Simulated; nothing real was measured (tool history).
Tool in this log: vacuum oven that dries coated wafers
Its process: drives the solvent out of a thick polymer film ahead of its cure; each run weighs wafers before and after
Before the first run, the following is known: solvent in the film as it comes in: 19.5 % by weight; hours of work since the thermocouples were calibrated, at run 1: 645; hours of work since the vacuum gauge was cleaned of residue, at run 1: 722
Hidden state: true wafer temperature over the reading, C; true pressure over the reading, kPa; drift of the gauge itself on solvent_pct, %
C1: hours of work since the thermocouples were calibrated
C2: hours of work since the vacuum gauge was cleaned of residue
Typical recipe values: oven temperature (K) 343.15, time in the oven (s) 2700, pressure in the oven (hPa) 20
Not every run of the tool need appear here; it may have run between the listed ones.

Run 1, hour 0: usual settings; C1 645; C2 722. Result: solvent left in the film (%) 4.23.
Run 2, hour 82.6: usual settings; C1 690; C2 766. Result: solvent left in the film (%) 4.39.
Run 3, hour 157: usual settings; C1 730; C2 806. Result: solvent left in the film (%) 4.52.
Run 4, hour 206.8: usual settings but pressure in the oven (hPa) 28.2; C1 757; C2 833. Result: solvent left in the film (%) 5.49.
Run 5, hour 257.7: usual settings but pressure in the oven (hPa) 28.2; C1 784; C2 860. Result: solvent left in the film (%) 5.65.
Run 6, hour 315: usual settings but pressure in the oven (hPa) 28.2; C1 815; C2 891. Result: solvent left in the film (%) 5.64.
Run 7, hour 361.3: usual settings but time in the oven (s) 1380; C1 840; C2 916. Result: solvent left in the film (%) 7.2.
Run 8, hour 456.1: usual settings but time in the oven (s) 1380; C1 891; C2 967. Result: solvent left in the film (%) 7.27.
Run 9, hour 543.1: usual settings but oven temperature (K) 351.15; C1 938; C2 1014. Result: solvent left in the film (%) 2.79.
Run 10, hour 626.3: usual settings but oven temperature (K) 351.15; C1 982; C2 1059. Result: solvent left in the film (%) 2.82.
Run 11, hour 711.8: usual settings; C1 1028; C2 1105. Result: solvent left in the film (%) 4.79.
At hour 718.2: oven's thermocouples calibrated.
Run 12, hour 768.1: usual settings but oven temperature (K) 329.15; C1 27; C2 1134. Result: solvent left in the film (%) 10.57.
Run 13, hour 815.3: usual settings but oven temperature (K) 329.15; C1 52; C2 1159. Result: solvent left in the film (%) 10.3.
Run 14, hour 891.1: usual settings but oven temperature (K) 329.15; C1 93; C2 1200. Result: solvent left in the film (%) 10.4.
Run 15, hour 941.6: usual settings but pressure in the oven (hPa) 49.2; C1 120; C2 1227. Result: solvent left in the film (%) 8.25.
Run 16, hour 1005.7: usual settings but pressure in the oven (hPa) 49.2; C1 155; C2 1262. Result: solvent left in the film (%) 8.37.
Run 17, hour 1059: usual settings but pressure in the oven (hPa) 49.2; C1 183; C2 1291. Result: solvent left in the film (%) 8.39.
Run 18, hour 1105.9: usual settings but pressure in the oven (hPa) 49.2; C1 209; C2 1316. Result: solvent left in the film (%) 8.37.
Run 19, hour 1158.2: usual settings but pressure in the oven (hPa) 49.2; C1 237; C2 1344. Result: solvent left in the film (%) 8.28.
Run 20, hour 1223.7: usual settings; C1 272; C2 1379. Result: solvent left in the film (%) 4.49.
Run 21, hour 1281.7: usual settings; C1 303; C2 1410. Result: solvent left in the film (%) 4.72.
Run 22, hour 1386.5: usual settings but time in the oven (s) 3720; C1 360; C2 1467. Result: solvent left in the film (%) 4.06.
Run 23, hour 1491: usual settings but time in the oven (s) 3720; C1 416; C2 1523. Result: solvent left in the film (%) 4.12.
Run 24, hour 1549.9: usual settings but time in the oven (s) 3720; C1 448; C2 1555. Result: solvent left in the film (%) 4.21.
Run 25, hour 1620.4: usual settings but time in the oven (s) 3720; C1 485; C2 1593. Result: solvent left in the film (%) 4.21.
Run 26, hour 1708.2: usual settings but oven temperature (K) 344.15, time in the oven (s) 3300, pressure in the oven (hPa) 70.5; C1 533; C2 1640. Result: solvent left in the film (%) 10.87.
Run 27, hour 1808.5: usual settings but time in the oven (s) 3000; C1 587; C2 1694. Result: solvent left in the film (%) 4.71.
Run 28, hour 1864.9: usual settings but oven temperature (K) 350.15, pressure in the oven (hPa) 21.9; C1 617; C2 1724. Result: solvent left in the film (%) 3.41.
Run 29, hour 1911.7: usual settings but oven temperature (K) 347.15, time in the oven (s) 1320, pressure in the oven (hPa) 10.1; C1 642; C2 1749. Result: solvent left in the film (%) 4.89.
Run 30, hour 1967.4: usual settings but oven temperature (K) 348.15, time in the oven (s) 1860; C1 672; C2 1779. Result: solvent left in the film (%) 4.46.
Run 31, hour 2038.6: usual settings but time in the oven (s) 2940, pressure in the oven (hPa) 39.8; C1 710; C2 1818. Result: solvent left in the film (%) 7.5.
Run 32, hour 2122.8: usual settings but time in the oven (s) 2940, pressure in the oven (hPa) 39.8; C1 756; C2 1863. Result: solvent left in the film (%) 7.61.
Run 33, hour 2220.7: usual settings but pressure in the oven (hPa) 48.7; C1 808; C2 1916. Result: solvent left in the film (%) 9.14.
Run 34, hour 2315.9: usual settings; C1 860; C2 1967. Result: solvent left in the film (%) 5.25.
Run 35, hour 2401.7: usual settings; C1 906; C2 2013. Result: solvent left in the film (%) 5.34.
Run 36, hour 2452: usual settings but oven temperature (K) 351.15, time in the oven (s) 2760, pressure in the oven (hPa) 16.9; C1 933; C2 2040. Result: solvent left in the film (%) 2.85.
Run 37, hour 2549: usual settings but oven temperature (K) 351.15, time in the oven (s) 2760, pressure in the oven (hPa) 16.9; C1 985; C2 2092. Result: solvent left in the film (%) 2.91.
At hour 2635: oven's thermocouples calibrated.
Run 38, hour 2652.3: usual settings but oven temperature (K) 338.15, time in the oven (s) 3240, pressure in the oven (hPa) 17.6; C1 9; C2 2147. Result: solvent left in the film (%) 5.97.
Run 39, hour 2730.4: usual settings but oven temperature (K) 335.15, time in the oven (s) 4020, pressure in the oven (hPa) 44.3; C1 51; C2 2189. Result: solvent left in the film (%) 11.36.
Run 40, hour 2795.4: usual settings but oven temperature (K) 344.15, time in the oven (s) 1980, pressure in the oven (hPa) 35.6; C1 86; C2 2224. Result: solvent left in the film (%) 7.34.
Run 41, hour 2870.1: usual settings but oven temperature (K) 330.15, time in the oven (s) 3900, pressure in the oven (hPa) 10.4; C1 126; C2 2264. Result: solvent left in the film (%) 7.68.
Run 42, hour 2933.2: usual settings but oven temperature (K) 330.15, time in the oven (s) 3900, pressure in the oven (hPa) 10.4; C1 160; C2 2298. Result: solvent left in the film (%) 7.35.
Run 43, hour 3022.8: usual settings but oven temperature (K) 339.15, time in the oven (s) 1740, pressure in the oven (hPa) 62.4; C1 209; C2 2346. Result: solvent left in the film (%) 13.41.
Run 44, hour 3068.5: usual settings but oven temperature (K) 339.15, time in the oven (s) 1740, pressure in the oven (hPa) 62.4; C1 233; C2 2371. Result: solvent left in the film (%) 13.98.
Run 45, hour 3155.6: usual settings but oven temperature (K) 339.15, time in the oven (s) 2880, pressure in the oven (hPa) 62.4; C1 280; C2 2418. Result: solvent left in the film (%) 12.94.
Run 46, hour 3210.8: usual settings but oven temperature (K) 348.15, time in the oven (s) 2940, pressure in the oven (hPa) 10.5; C1 310; C2 2447. Result: solvent left in the film (%) 2.79.
Run 47, hour 3256.8: usual settings but oven temperature (K) 348.15, time in the oven (s) 2940, pressure in the oven (hPa) 10.5; C1 335; C2 2472. Result: solvent left in the film (%) 2.79.

Subtracting, for every run, the result it would have given without the tool's unlogged condition from the measured result gives the following. The same run-to-run variation enters both numbers; the gauge's scatter may not:
run  solvent left in the film (%)
  1                         +0.66
  2                         +0.71
  3                         +0.76
  4                         +0.82
  5                         +0.87
  6                         +0.88
  7                         +0.93
  8                            +1
  9                         +0.63
 10                         +0.65
 11                         +1.08
 12                         +0.94
 13                         +0.96
 14                         +1.02
 15                         +0.78
 16                         +0.83
 17                         +0.86
 18                         +0.89
 19                         +0.91
 20                          +0.9
 21                         +0.95
 22                         +0.99
 23                         +1.04
 24                         +1.09
 25                         +1.13
 26                         +1.29
 27                         +1.23
 28                         +0.94
 29                         +1.06
 30                          +1.1
 31                         +1.41
 32                         +1.48
 33                          +1.6
 34                         +1.51
 35                         +1.57
 36                         +1.07
 37                         +1.13
 38                         +1.51
 39                         +1.78
 40                          +1.2
 41                         +2.12
 42                         +2.09
 43                         +1.44
 44                         +1.52
 45                          +1.8
 46                          +1.3
 47                         +1.28

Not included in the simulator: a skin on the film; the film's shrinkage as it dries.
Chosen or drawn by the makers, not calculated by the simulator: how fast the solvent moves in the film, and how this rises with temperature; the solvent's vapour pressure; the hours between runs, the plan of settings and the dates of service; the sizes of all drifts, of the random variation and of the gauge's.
